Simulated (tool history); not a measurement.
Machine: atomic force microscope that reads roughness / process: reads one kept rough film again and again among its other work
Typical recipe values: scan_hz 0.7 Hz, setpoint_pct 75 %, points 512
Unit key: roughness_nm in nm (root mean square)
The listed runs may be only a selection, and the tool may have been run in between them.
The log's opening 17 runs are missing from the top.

At day 8.679: new tip fitted.
Run 18, day 8.917: usual settings. Result: roughness_nm 2.107 nm (root mean square).
Run 19, day 9.4: usual settings. Result: roughness_nm 2.011 nm (root mean square).
Run 20, day 9.792: usual settings but scan_hz 2.636 Hz, setpoint_pct 76 %, points 433. Result: roughness_nm 1.694 nm (root mean square).
Run 21, day 10.525: usual settings but scan_hz 2.171 Hz, setpoint_pct 58 %, points 652. Result: roughness_nm 1.854 nm (root mean square).
Run 22, day 10.938: usual settings but scan_hz 2.171 Hz, setpoint_pct 58 %, points 652. Result: roughness_nm 1.823 nm (root mean square).
At day 11.062: new tip fitted.
Run 23, day 11.325: usual settings but scan_hz 3.515 Hz, points 796. Result: roughness_nm 1.715 nm (root mean square).
Run 24, day 11.946: usual settings but setpoint_pct 69 %, points 352. Result: roughness_nm 1.992 nm (root mean square).
Run 25, day 12.525: usual settings but scan_hz 0.735 Hz, points 606. Result: roughness_nm 1.904 nm (root mean square).
Run 26, day 12.917: usual settings but scan_hz 1.365 Hz, setpoint_pct 64 %, points 796. Result: roughness_nm 1.854 nm (root mean square).
At day 13.4: new tip fitted.
Run 27, day 13.542: usual settings but scan_hz 1.365 Hz, setpoint_pct 64 %, points 796. Result: roughness_nm 2.092 nm (root mean square).
Run 28, day 13.933: usual settings but setpoint_pct 62 %. Result: roughness_nm 2.113 nm (root mean square).
Run 29, day 14.296: usual settings but scan_hz 0.662 Hz, setpoint_pct 70 %, points 817. Result: roughness_nm 2.026 nm (root mean square).
Run 30, day 14.933: usual settings but scan_hz 0.59 Hz, setpoint_pct 66 %, points 855. Result: roughness_nm 1.958 nm (root mean square).
Run 31, day 15.296: usual settings but points 515. Result: roughness_nm 1.872 nm (root mean square).
At day 15.762: new tip fitted.
Run 32, day 15.862: usual settings but points 515. Result: roughness_nm 2.127 nm (root mean square).
Run 33, day 16.225: usual settings but points 515. Result: roughness_nm 2.075 nm (root mean square).
Run 34, day 16.792: usual settings but points 515. Result: roughness_nm 1.993 nm (root mean square).
Run 35, day 17.167: usual settings but points 515. Result: roughness_nm 1.936 nm (root mean square).

Predict each of these 4 candidate next runs independently; none follows another, all start after run 35:
Run A, day 17.8: usual settings but scan_hz 0.602 Hz, setpoint_pct 61 %, points 893. Result: roughness_nm ?.
Run B, day 17.8: usual settings but scan_hz 1.076 Hz, setpoint_pct 63 %, points 584. Result: roughness_nm ?.
Run C, day 17.8: usual settings but points 980. Result: roughness_nm ?.
Run D, day 17.8: usual settings but points 912. Result: roughness_nm ?.

run  roughness_nm
  A          1.93
  B         1.882
  C         1.863
  D         1.859
Take away the tool's hidden state, keep each run's random variation, and the runs would have read:
run  roughness_nm
  A         2.201
  B         2.147
  C         2.125
  D          2.12

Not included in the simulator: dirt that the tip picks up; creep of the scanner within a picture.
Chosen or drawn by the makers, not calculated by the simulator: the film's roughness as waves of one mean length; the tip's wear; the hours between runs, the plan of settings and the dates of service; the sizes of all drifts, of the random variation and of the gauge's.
